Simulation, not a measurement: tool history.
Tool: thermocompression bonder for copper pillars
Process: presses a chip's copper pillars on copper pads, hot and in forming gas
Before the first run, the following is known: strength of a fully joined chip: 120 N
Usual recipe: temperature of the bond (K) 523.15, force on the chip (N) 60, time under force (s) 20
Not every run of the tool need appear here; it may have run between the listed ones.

run   hour  temperature of the bond (K)  force on the chip (N)  time under force (s)  force that shears a chip off (N)
  1    0.0                       523.15                     60                    20                              83.1
  2   28.5                       523.15                     42                    20                              60.9
  3   61.8                       523.15                     42                    20                              60.8
  4   83.5                       523.15                     42                    20                              61.1
  5  108.4                       523.15                     42                    20                              61.0
     119.9  -- forming gas filter changed
  6  125.8                       523.15                     42                    20                              61.0
  7  157.2                       507.15                     60                    20                              71.4
  8  173.3                       507.15                     60                    20                              71.9
  9  189.9                       523.15                     60                    20                              82.8
 10  215.4                       523.15                     60                    20                              83.5
 11  245.7                       523.15                     60                    20                              83.1
 12  272.8                       523.15                     49                    20                              69.9
 13  307.5                       523.15                     49                    20                              70.5
 14  334.7                       523.15                     60                    20                              83.5
 15  371.3                       523.15                     60                    55                             103.6
 16  399.8                       523.15                     60                    55                             103.6
 17  430.4                       516.15                     60                    20                              79.0
 18  447.5                       516.15                     60                    20                              78.8
 19  476.1                       516.15                     60                    20                              78.9
 20  511.3                       516.15                     60                    24                              83.0
 21  543.8                       523.15                     42                    11                              49.4
 22  577.5                       495.15                     86                    45                             102.7
 23  595.8                       500.15                     77                    31                              92.6
 24  619.9                       513.15                     84                    20                              96.8
 25  656.1                       520.15                     84                    39                             112.1
 26  679.5                       507.15                     50                    17                              58.3
 27  705.8                       539.15                     50                    15                              77.1
 28  729.0                       536.15                     56                    41                             102.5
 29  756.2                       523.15                     54                    20                              77.5
 30  780.0                       505.15                     60                    15                              64.7
     804.5  -- forming gas filter changed
 31  816.6                       505.15                     60                    15                              65.2
     829.9  -- gauge calibrated
 32  840.1                       505.15                     60                    15                              63.9
 33  864.6                       508.15                     60                    20                              72.2
 34  880.0                       532.15                     60                    16                              84.4
 35  907.0                       501.15                     46                    32                              60.6
 36  931.9                       501.15                     46                    32                              61.3
 37  955.1                       507.15                     39                    32                              55.9
 38  982.2                       507.15                     39                    32                              56.0
 39  999.0                       507.15                     39                    32                              55.9

Measured result minus the same run's result without the hidden state. Both carry the same run-to-run variation, though not necessarily the same gauge scatter:
The tool's hidden condition here consists of: true temperature of the bond over the reading, C; force that reaches the chip, % of what is set; oxide that the forming gas leaves, % of the face; drift of the gauge itself on shear_n, %.
run  force that shears a chip off (N)
  1                              +0.1
  2                              +0.1
  3                              +0.1
  4                              +0.2
  5                              +0.2
  6                              +0.3
  7                              +0.3
  8                              +0.4
  9                              +0.4
 10                              +0.5
 11                              +0.5
 12                              +0.6
 13                              +0.6
 14                              +0.7
 15                              +0.9
 16                              +1.0
 17                              +0.8
 18                              +0.9
 19                              +1.0
 20                              +1.0
 21                              +0.7
 22                              +1.3
 23                              +1.3
 24                              +1.4
 25                              +1.7
 26                              +1.0
 27                              +1.3
 28                              +1.7
 29                              +1.4
 30                              +1.2
 31                              +1.3
 32                              +0.1
 33                              +0.1
 34                              +0.2
 35                              +0.2
 36                              +0.3
 37                              +0.2
 38                              +0.3
 39                              +0.3
